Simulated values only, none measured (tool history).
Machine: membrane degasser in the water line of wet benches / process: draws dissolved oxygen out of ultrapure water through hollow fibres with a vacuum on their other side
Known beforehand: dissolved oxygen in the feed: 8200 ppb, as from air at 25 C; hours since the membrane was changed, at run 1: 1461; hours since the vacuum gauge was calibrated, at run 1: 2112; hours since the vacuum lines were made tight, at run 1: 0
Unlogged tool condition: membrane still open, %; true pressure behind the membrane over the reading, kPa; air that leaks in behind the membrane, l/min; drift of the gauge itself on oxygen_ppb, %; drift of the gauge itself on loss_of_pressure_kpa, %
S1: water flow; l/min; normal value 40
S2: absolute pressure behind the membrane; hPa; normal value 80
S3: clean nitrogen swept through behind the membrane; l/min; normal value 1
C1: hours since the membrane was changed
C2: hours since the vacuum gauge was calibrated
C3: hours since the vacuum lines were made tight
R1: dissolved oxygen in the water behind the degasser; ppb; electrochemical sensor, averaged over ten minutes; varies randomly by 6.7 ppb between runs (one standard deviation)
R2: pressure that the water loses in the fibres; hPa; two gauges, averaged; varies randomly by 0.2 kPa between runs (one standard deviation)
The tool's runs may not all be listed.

Run 1, hour 0: usual settings; C1 1461; C2 2112; C3 0. Result: R1 673.5 ppb, R2 444.5 hPa.
Run 2, hour 87.9: usual settings but S2 105.4 hPa; C1 1549; C2 2200; C3 88. Result: R1 852.5 ppb, R2 445.2 hPa.
Run 3, hour 148.7: usual settings but S2 105.4 hPa; C1 1610; C2 2261; C3 149. Result: R1 859.9 ppb, R2 446.7 hPa.
Run 4, hour 238: usual settings but S2 105.4 hPa; C1 1699; C2 2350; C3 238. Result: R1 848.6 ppb, R2 447.3 hPa.
Run 5, hour 315.2: usual settings but S2 105.4 hPa; C1 1776; C2 2428; C3 315. Result: R1 858.5 ppb, R2 444.4 hPa.
Run 6, hour 417.8: usual settings; C1 1879; C2 2530; C3 418. Result: R1 695.5 ppb, R2 445.9 hPa.
Run 7, hour 538: usual settings but S3 0.59 l/min; C1 1999; C2 2650; C3 538. Result: R1 866.5 ppb, R2 447.8 hPa.
Run 8, hour 608.4: usual settings; C1 2069; C2 2721; C3 608. Result: R1 666 ppb, R2 445.2 hPa.
Run 9, hour 692.6: usual settings; C1 2154; C2 2805; C3 693. Result: R1 676.1 ppb, R2 449.4 hPa.
Run 10, hour 756: usual settings; C1 2217; C2 2868; C3 756. Result: R1 662.7 ppb, R2 445.3 hPa.
Run 11, hour 832: usual settings; C1 2293; C2 2944; C3 832. Result: R1 683.9 ppb, R2 448.7 hPa.
Run 12, hour 885: usual settings; C1 2346; C2 2997; C3 885. Result: R1 699.5 ppb, R2 445.8 hPa.
Run 13, hour 966.1: usual settings; C1 2427; C2 3079; C3 966. Result: R1 695.3 ppb, R2 446.3 hPa.
Run 14, hour 1070.7: usual settings but S3 2.14 l/min; C1 2532; C2 3183; C3 1071. Result: R1 523 ppb, R2 449.6 hPa.
Run 15, hour 1122.9: usual settings but S3 2.14 l/min; C1 2584; C2 3235; C3 1123. Result: R1 523.4 ppb, R2 443.8 hPa.
Run 16, hour 1216.9: usual settings but S3 2.14 l/min; C1 2678; C2 3329; C3 1217. Result: R1 529.3 ppb, R2 447.6 hPa.
Run 17, hour 1297.7: usual settings but S3 2.14 l/min; C1 2759; C2 3410; C3 1298. Result: R1 522.2 ppb, R2 446.6 hPa.
Run 18, hour 1378.9: usual settings but S3 2.14 l/min; C1 2840; C2 3491; C3 1379. Result: R1 526.8 ppb, R2 443.3 hPa.
Run 19, hour 1443: usual settings but S2 170.8 hPa; C1 2904; C2 3555; C3 1443. Result: R1 1276 ppb, R2 448.6 hPa.
Run 20, hour 1530.6: usual settings but S1 55 l/min, S2 73.4 hPa; C1 2991; C2 3643; C3 1531. Result: R1 1039.4 ppb, R2 619.5 hPa.
At hour 1539.2: vacuum gauge calibrated.
Run 21, hour 1636.2: usual settings but S1 55 l/min, S2 73.4 hPa; C1 3097; C2 97; C3 1636. Result: R1 1028.3 ppb, R2 617.8 hPa.
Run 22, hour 1693.2: usual settings but S1 32 l/min, S2 80.7 hPa, S3 0.97 l/min; C1 3154; C2 154; C3 1693. Result: R1 512.4 ppb, R2 358.1 hPa.
Run 23, hour 1751.1: usual settings but S1 30 l/min, S2 110.8 hPa; C1 3211; C2 212; C3 1751. Result: R1 622.4 ppb, R2 334.3 hPa.
Run 24, hour 1829.1: usual settings but S1 51 l/min, S2 93.1 hPa; C1 3289; C2 290; C3 1829. Result: R1 1088.8 ppb, R2 568.9 hPa.
Run 25, hour 1901.9: usual settings but S1 51 l/min, S2 79.3 hPa, S3 0.43 l/min; C1 3362; C2 363; C3 1901. Result: R1 1289.6 ppb, R2 569.7 hPa.
Run 26, hour 1983.2: usual settings but S1 35 l/min, S2 64.2 hPa, S3 1.48 l/min; C1 3444; C2 444; C3 1983. Result: R1 403.3 ppb, R2 391.2 hPa.
At hour 2047.8: vacuum gauge calibrated, once more.
Run 27, hour 2103.4: usual settings but S1 45 l/min, S2 53.3 hPa, S3 1.48 l/min; C1 3563; C2 56; C3 2102. Result: R1 569.3 ppb, R2 500.2 hPa.
Run 28, hour 2158.3: usual settings but S1 45 l/min, S2 53.3 hPa, S3 1.48 l/min; C1 3618; C2 111; C3 2157. Result: R1 563.6 ppb, R2 504.2 hPa.
Run 29, hour 2280.4: usual settings but S2 180.5 hPa, S3 0.73 l/min; C1 3740; C2 233; C3 2279. Result: R1 1579.8 ppb, R2 450 hPa.
Run 30, hour 2368.9: usual settings but S1 41 l/min, S2 67.6 hPa, S3 1.22 l/min; C1 3829; C2 321; C3 2368. Result: R1 579.9 ppb, R2 456.2 hPa.
Run 31, hour 2435.9: usual settings but S1 41 l/min, S2 193.6 hPa, S3 1.22 l/min; C1 3896; C2 388; C3 2435. Result: R1 1280.3 ppb, R2 461.8 hPa.
Run 32, hour 2488.6: usual settings but S1 41 l/min, S2 193.6 hPa, S3 1.22 l/min; C1 3948; C2 441; C3 2488. Result: R1 1308.8 ppb, R2 461 hPa.
Run 33, hour 2570.1: usual settings but S1 41 l/min, S2 193.6 hPa, S3 1.22 l/min; C1 4030; C2 522; C3 2569. Result: R1 1289.3 ppb, R2 462.3 hPa.

For each run, the measured value with the value that run would have given without the tool's hidden condition subtracted. The run-to-run variation is shared by both, the gauge scatter possibly not:
run     R1    R2
  1  +10.3    +2
  2  +10.5  +2.1
  3  +10.8  +2.2
  4    +11  +2.3
  5  +11.5  +2.4
  6  +12.6  +2.6
  7  +15.6  +2.8
  8  +12.8  +2.8
  9  +13.3    +3
 10  +13.4  +3.1
 11  +14.1  +3.2
 12  +14.6  +3.2
 13  +14.9  +3.4
 14  +12.3  +3.5
 15  +12.5  +3.6
 16  +13.1  +3.7
 17  +13.1  +3.8
 18  +13.5  +3.9
 19    +15    +4
 20  +23.6  +5.7
 21  +29.2  +5.9
 22  +18.2  +3.5
 23  +16.5  +3.3
 24    +28  +5.8
 25  +36.9  +5.9
 26  +17.9  +4.1
 27    +14  +5.5
 28  +14.1  +5.7
 29   +9.1  +5.2
 30  +13.1  +5.4
 31  +12.4  +5.5
 32  +12.9  +5.6
 33    +13  +5.7

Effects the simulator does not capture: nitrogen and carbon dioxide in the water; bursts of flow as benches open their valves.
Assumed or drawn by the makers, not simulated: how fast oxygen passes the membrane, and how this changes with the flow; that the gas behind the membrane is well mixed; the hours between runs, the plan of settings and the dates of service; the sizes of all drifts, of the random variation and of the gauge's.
